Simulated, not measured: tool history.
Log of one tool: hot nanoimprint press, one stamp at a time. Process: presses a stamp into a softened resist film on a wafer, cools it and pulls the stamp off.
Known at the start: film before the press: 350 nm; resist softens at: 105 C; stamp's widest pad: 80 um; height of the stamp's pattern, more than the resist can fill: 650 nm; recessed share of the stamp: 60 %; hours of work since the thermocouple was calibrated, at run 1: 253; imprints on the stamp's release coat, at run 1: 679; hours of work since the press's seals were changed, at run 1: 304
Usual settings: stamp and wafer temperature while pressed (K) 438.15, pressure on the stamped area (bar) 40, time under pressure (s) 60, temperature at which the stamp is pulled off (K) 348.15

| run | hour | stamp and wafer temperature while pressed (K) | pressure on the stamped area (bar) | time under pressure (s) | temperature at which the stamp is pulled off (K) | hours of work since the thermocouple was calibrated | imprints on the stamp's release coat | hours of work since the press's seals were changed | resist left under the stamp's widest pad (nm) | greatest force while the stamp is pulled off (N) |
|---|---|---|---|---|---|---|---|---|---|---|
| 1 | 0 | 438.15 | 40 | 60 | 348.15 | 253 | 679 | 304 | 168.4 | 231 |
| 2 | 13.4 | 438.15 | 40 | 60 | 348.15 | 260 | 725 | 311 | 171 | 229 |
| 3 | 27.9 | 438.15 | 25.3 | 60 | 348.15 | 267 | 775 | 318 | 200.9 | 227 |
| 4 | 44.2 | 438.15 | 40 | 60 | 348.15 | 276 | 830 | 327 | 169.4 | 234 |
|  | 57 | stamp cleaned and given a new release coat |
| 5 | 72.1 | 438.15 | 40 | 60 | 348.15 | 287 | 51 | 338 | 171.7 | 198 |
| 6 | 92.7 | 438.15 | 43.8 | 60 | 348.15 | 297 | 122 | 348 | 164.4 | 193 |
| 7 | 115 | 438.15 | 40 | 70 | 348.15 | 308 | 198 | 360 | 161.2 | 196 |
| 8 | 133.7 | 438.15 | 40 | 70 | 348.15 | 318 | 262 | 369 | 160.9 | 207 |
| 9 | 144.2 | 446.15 | 40 | 70 | 348.15 | 323 | 298 | 374 | 97.9 | 199 |
| 10 | 159.5 | 446.15 | 40 | 70 | 348.15 | 331 | 351 | 382 | 99.4 | 216 |
| 11 | 182 | 438.15 | 40 | 60 | 341.15 | 342 | 428 | 393 | 169.6 | 256 |
| 12 | 193.3 | 438.15 | 40 | 60 | 341.15 | 348 | 466 | 399 | 173.5 | 255 |
| 13 | 206.8 | 438.15 | 40 | 60 | 341.15 | 355 | 513 | 406 | 169.6 | 248 |
| 14 | 221.4 | 438.15 | 40 | 60 | 348.15 | 362 | 563 | 413 | 174.2 | 218 |
| 15 | 240.7 | 438.15 | 36.9 | 60 | 348.15 | 372 | 628 | 423 | 177.1 | 222 |
| 16 | 250.2 | 438.15 | 63.1 | 60 | 354.15 | 377 | 661 | 428 | 143.3 | 201 |
| 17 | 270.9 | 438.15 | 63.1 | 60 | 354.15 | 387 | 732 | 438 | 144.7 | 199 |
| 18 | 285.7 | 433.15 | 40 | 52 | 348.15 | 395 | 783 | 446 | 236.6 | 237 |
| 19 | 302.1 | 431.15 | 40 | 44 | 348.15 | 403 | 839 | 454 | 267.1 | 243 |
|  | 312.1 | stamp cleaned and given a new release coat |
| 20 | 329 | 450.15 | 52.4 | 32 | 342.15 | 414 | 58 | 465 | 98.8 | 229 |
| 21 | 344 | 450.15 | 52.4 | 32 | 342.15 | 421 | 110 | 472 | 99.2 | 225 |
| 22 | 365.8 | 432.15 | 40 | 60 | 348.15 | 432 | 184 | 483 | 240 | 203 |
| 23 | 386.8 | 432.15 | 40 | 60 | 348.15 | 443 | 256 | 494 | 238.9 | 207 |
| 24 | 401.1 | 446.15 | 49.2 | 87 | 348.15 | 450 | 305 | 501 | 82.4 | 208 |
| 25 | 417.2 | 435.15 | 40 | 75 | 344.15 | 458 | 360 | 509 | 192.3 | 225 |
|  | 421.5 | plate thermocouple calibrated |
| 26 | 439.2 | 427.15 | 45.1 | 58 | 350.15 | 9 | 425 | 519 | 276.7 | 201 |
| 27 | 461.3 | 445.15 | 40 | 60 | 348.15 | 20 | 501 | 530 | 107.9 | 216 |
| 28 | 483.4 | 445.15 | 40 | 60 | 348.15 | 31 | 576 | 541 | 109.7 | 224 |
| 29 | 493.1 | 445.15 | 40 | 60 | 348.15 | 36 | 610 | 546 | 109 | 221 |
| 30 | 509.7 | 443.15 | 30.3 | 60 | 334.15 | 45 | 667 | 555 | 139 | 285 |

4 ways to go on from here, each from the tool as it stands after run 30. What would each give?
| A | 529.1 | 438.15 | 40 | 62 | 337.15 | 54 | 733 | 565 | ? | ? |
| B | 529.1 | 430.15 | 28.3 | 60 | 354.15 | 54 | 733 | 565 | ? | ? |
| C | 529.1 | 436.15 | 40 | 72 | 348.15 | 54 | 733 | 565 | ? | ? |
| D | 529.1 | 436.15 | 27.9 | 74 | 334.15 | 54 | 733 | 565 | ? | ? |

| run | resist left under the stamp's widest pad (nm) | greatest force while the stamp is pulled off (N) |
|---|---|---|
| A | 164.9 | 281 |
| B | 275.4 | 202 |
| C | 174.4 | 228 |
| D | 199 | 302 |
Without the tool's hidden state the same runs would have given:
| run | resist left under the stamp's widest pad (nm) | greatest force while the stamp is pulled off (N) |
|---|---|---|
| A | 158.5 | 234 |
| B | 270.2 | 168 |
| C | 167.6 | 190 |
| D | 193 | 252 |

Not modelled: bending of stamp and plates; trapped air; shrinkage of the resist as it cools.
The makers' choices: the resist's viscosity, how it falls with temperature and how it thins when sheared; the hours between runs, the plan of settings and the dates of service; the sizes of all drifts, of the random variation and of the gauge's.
